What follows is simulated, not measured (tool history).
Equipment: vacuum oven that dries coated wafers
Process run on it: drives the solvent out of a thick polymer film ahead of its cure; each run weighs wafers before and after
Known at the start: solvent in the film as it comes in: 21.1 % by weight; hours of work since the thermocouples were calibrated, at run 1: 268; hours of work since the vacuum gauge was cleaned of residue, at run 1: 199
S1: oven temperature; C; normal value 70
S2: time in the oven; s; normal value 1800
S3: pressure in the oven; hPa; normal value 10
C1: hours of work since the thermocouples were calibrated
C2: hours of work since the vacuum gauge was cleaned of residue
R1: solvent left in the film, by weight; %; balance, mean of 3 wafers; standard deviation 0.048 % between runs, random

run   hour  S1    S2    S3   C1   C2     R1
  1      0  70  1800    10  268  199    4.2
  2   14.5  70  2400    10  277  208   2.82
  3   29.7  70  3180    10  286  217   1.74
  4   40.5  70  3180    10  292  223    1.8
  5   49.7  70  3180    10  298  229   1.77
  6   63.8  77  3180    10  306  237   0.97
  7   76.9  70  1380    10  314  245   5.85
  8   96.6  70  1800    10  326  257   4.14
     100.1  -- oven's thermocouples calibrated
  9  119.2  60  1080  10.8   11  269  10.03
 10  135.3  73  1800  34.5   21  279   4.56
 11  148.2  65  2940    10   29  287   2.98
     166.6  -- oven's thermocouples calibrated, once more
 12  171.2  70  2580    10    3  299   2.62
 13  185.5  70  2580    10   11  308   2.64
 14  195.1  64  1800    10   17  314   6.05
 15  212.8  79  1740    10   28  324    2.5

Alternative continuations, all from the tool just after run 15; predict every row:
  A  227.8  85  1740   10  37  333   ?
  B  227.8  56  2520  7.4  37  333   ?
  C  227.8  70  2520  6.2  37  333   ?
  D  227.8  67  1560   10  37  333   ?

run    R1
  A  1.55
  B  6.38
  C  2.49
  D  6.07
Stripped of hidden state, with their random variation kept, the same runs would have yielded:
run    R1
  A  1.49
  B  6.24
  C   2.4
  D  5.98

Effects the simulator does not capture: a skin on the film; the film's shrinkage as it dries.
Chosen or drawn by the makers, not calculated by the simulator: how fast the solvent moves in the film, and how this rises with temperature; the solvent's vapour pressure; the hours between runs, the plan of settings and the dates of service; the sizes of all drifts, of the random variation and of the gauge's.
